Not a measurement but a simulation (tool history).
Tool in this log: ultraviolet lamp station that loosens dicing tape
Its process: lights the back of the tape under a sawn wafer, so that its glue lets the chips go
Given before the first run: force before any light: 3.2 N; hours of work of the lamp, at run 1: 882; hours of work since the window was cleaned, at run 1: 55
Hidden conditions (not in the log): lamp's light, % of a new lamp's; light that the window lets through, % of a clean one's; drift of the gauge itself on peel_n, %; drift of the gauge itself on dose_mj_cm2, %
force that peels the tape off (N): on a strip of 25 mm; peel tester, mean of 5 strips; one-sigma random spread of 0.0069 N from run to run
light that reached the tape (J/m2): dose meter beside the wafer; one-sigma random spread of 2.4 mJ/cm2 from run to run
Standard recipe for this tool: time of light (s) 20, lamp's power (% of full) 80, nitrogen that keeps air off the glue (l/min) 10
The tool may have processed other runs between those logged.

run	hour	time of light (s)	lamp's power (% of full)	nitrogen that keeps air off the glue (l/min)	hours of work of the lamp	hours of work since the window was cleaned	force that peels the tape off (N)	light that reached the tape (J/m2)
1	0.0	20	80	10	882	55	0.233	2660
2	79.9	20	79	10	938	111	0.238	2700
# hour 112.5: lamp changed
3	157.4	20	79	10	32	165	0.240	2680
# hour 217.3: window cleaned of glue's vapour
4	226.7	20	79	10	80	7	0.240	2630
5	299.1	20	79	10	132	58	0.247	2640
6	384.2	20	79	10	192	118	0.237	2670
7	459.8	20	79	10	245	172	0.234	2640
# hour 512.4: window cleaned of glue's vapour
8	544.6	20	79	10	305	23	0.253	2620
9	641.8	20	79	10	374	92	0.230	2670
10	693.9	20	80	10	411	128	0.232	2650
11	791.8	20	80	10	480	198	0.235	2690
# hour 808.0: window cleaned of glue's vapour
12	855.9	20	80	10	525	34	0.231	2720
13	944.5	20	80	10	588	97	0.230	2690
14	991.8	20	68	10	621	130	0.304	2300
15	1092.6	20	68	10	693	201	0.298	2270
# hour 1102.0: window cleaned of glue's vapour
16	1147.9	19	80	10	731	32	0.258	2550
17	1225.4	19	80	10	786	87	0.262	2580
18	1320.3	20	77	10	853	155	0.244	2580
19	1369.1	20	77	10	888	189	0.250	2580
# hour 1401.5: window cleaned of glue's vapour
20	1431.6	20	80	5	932	21	0.330	2690
# hour 1468.1: lamp changed
21	1514.0	20	80	5	32	79	0.332	2700
22	1600.9	12	80	6	94	140	0.670	1610
23	1655.2	12	80	6	132	179	0.681	1630
# hour 1698.9: window cleaned of glue's vapour
24	1721.8	27	75	10	179	16	0.170	3420

Predict the results of run 25:
25	1789.9	27	75	10	227	64	?	?

Run 25 yielded force that peels the tape off (N) 0.172, light that reached the tape (J/m2) 3350.
With no hidden state in the tool, this same run would have given force that peels the tape off (N) 0.171, light that reached the tape (J/m2) 3350.
